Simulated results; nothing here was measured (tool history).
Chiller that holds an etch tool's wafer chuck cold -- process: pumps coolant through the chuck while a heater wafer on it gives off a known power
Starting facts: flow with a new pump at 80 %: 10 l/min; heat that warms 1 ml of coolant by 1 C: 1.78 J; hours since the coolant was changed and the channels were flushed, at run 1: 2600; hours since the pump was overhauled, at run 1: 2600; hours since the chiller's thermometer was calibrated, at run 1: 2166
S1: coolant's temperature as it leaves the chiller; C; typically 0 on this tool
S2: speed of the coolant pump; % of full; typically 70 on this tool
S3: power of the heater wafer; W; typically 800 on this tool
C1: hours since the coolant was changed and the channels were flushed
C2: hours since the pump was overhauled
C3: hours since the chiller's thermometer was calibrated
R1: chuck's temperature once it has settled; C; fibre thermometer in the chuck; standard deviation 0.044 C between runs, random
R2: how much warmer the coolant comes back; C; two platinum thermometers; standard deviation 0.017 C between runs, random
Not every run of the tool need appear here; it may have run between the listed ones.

run,hour,S1,S2,S3,C1,C2,C3,R1,R2
1,0,0,70,800,2600,2600,2166,6.13,3.09
2,108.1,0,70,800,2708,2708,2274,6.2,3.1
3,177.1,7,70,800,2777,2777,2343,13.18,3.1
4,285.2,7,70,800,2886,2886,2451,13.15,3.07
5,364.2,7,70,800,2964,2964,2530,13.14,3.1
6,438.4,7,70,800,3039,3039,2604,13.09,3.07
7,548.9,0,85,800,3149,3149,2715,5.3,2.5
8,633,0,85,800,3233,3233,2799,5.37,2.47
9,719,0,85,800,3319,3319,2885,5.19,2.47
10,803.2,0,70,800,3403,3403,2969,6.13,3.06
# hour 896: chiller's thermometer calibrated
11,918.7,0,70,800,3518,3518,23,6.13,3.06
12,983.1,0,70,800,3582,3582,87,6.18,3.04
13,1063.6,0,70,800,3663,3663,168,6.1,3.05
14,1113,1,70,800,3712,3712,217,7.17,3.06
15,1193.1,0,70,720,3792,3792,297,5.51,2.73
16,1263.8,10,70,800,3863,3863,368,16.1,3.03
17,1372.3,10,70,800,3972,3972,476,16.16,2.98
18,1474.8,0,82,513,4074,4074,579,3.54,1.59
19,1553.8,0,86,418,4153,4153,658,2.79,1.16
20,1603.3,3,74,590,4203,4203,707,7.35,2.03
21,1692.8,0,61,899,4292,4292,797,7.72,3.96
22,1753.1,4,70,434,4352,4352,857,7.36,1.57
23,1858.4,-3,89,801,4458,4458,962,2.15,2.28

Predict the results of run 24:
24,1955.7,0,73,969,4555,4555,1060,?,?

{"run 24": {"R1": 7.22, "R2": 3.45}}
Without the tool's hidden state the same run would have given R1 7.21 C, R2 3.58 C.
